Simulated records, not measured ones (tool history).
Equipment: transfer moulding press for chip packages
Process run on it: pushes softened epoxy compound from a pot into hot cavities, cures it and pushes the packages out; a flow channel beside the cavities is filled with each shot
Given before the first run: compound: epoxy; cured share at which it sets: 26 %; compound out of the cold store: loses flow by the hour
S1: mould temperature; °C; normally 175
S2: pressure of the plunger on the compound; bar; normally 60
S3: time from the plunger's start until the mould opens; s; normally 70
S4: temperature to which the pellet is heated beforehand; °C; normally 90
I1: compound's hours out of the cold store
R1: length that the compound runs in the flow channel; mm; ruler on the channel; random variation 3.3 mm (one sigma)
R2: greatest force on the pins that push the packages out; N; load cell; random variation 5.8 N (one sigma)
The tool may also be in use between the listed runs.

Run 1, day 0: usual settings; I1 28.5. Result: R1 695 mm, R2 217 N.
Run 2, day 0.417: usual settings; I1 8.1. Result: R1 780 mm, R2 222 N.
At day 0.588: cavities cleaned with cleaning compound and waxed.
Run 3, day 0.704: usual settings; I1 32.9. Result: R1 676 mm, R2 217 N.
Run 4, day 1.108: usual settings; I1 39.8. Result: R1 648 mm, R2 218 N.
Run 5, day 1.6: usual settings; I1 33.1. Result: R1 683 mm, R2 216 N.
At day 2.025: plunger's sealing rings changed.
Run 6, day 2.15: usual settings but S1 177 °C, S2 64.2 bar, S3 89 s, S4 84 °C; I1 12.9. Result: R1 775 mm, R2 171 N.
At day 2.533: cavities cleaned with cleaning compound and waxed.
Run 7, day 2.533: usual settings but S1 171 °C, S2 53.1 bar, S3 108 s, S4 87 °C; I1 11. Result: R1 728 mm, R2 176 N.
Run 8, day 2.988: usual settings but S1 180 °C, S3 69 s; I1 43. Result: R1 625 mm, R2 186 N.
Run 9, day 3.379: usual settings but S2 67.3 bar, S4 81 °C; I1 38.7. Result: R1 693 mm, R2 221 N.
Run 10, day 3.6: usual settings but S2 67.3 bar, S4 81 °C; I1 34.6. Result: R1 715 mm, R2 220 N.

3 ways to go on from here, each from the tool as it stands after run 10. What would each give?
Run A, day 3.971: usual settings but S1 179 °C, S2 68.1 bar, S3 80 s, S4 81 °C; I1 30.2. Result: R1 ?, R2 ?.
Run B, day 3.971: usual settings but S3 59 s, S4 83 °C; I1 28.4. Result: R1 ?, R2 ?.
Run C, day 3.971: usual settings but S2 67.3 bar, S3 99 s, S4 81 °C; I1 9. Result: R1 ?, R2 ?.

run   R1   R2
  A  720  171
  B  697  344
  C  815  168
What these runs would have given with no unlogged condition in the tool:
run   R1   R2
  A  721  169
  B  697  341
  C  815  166
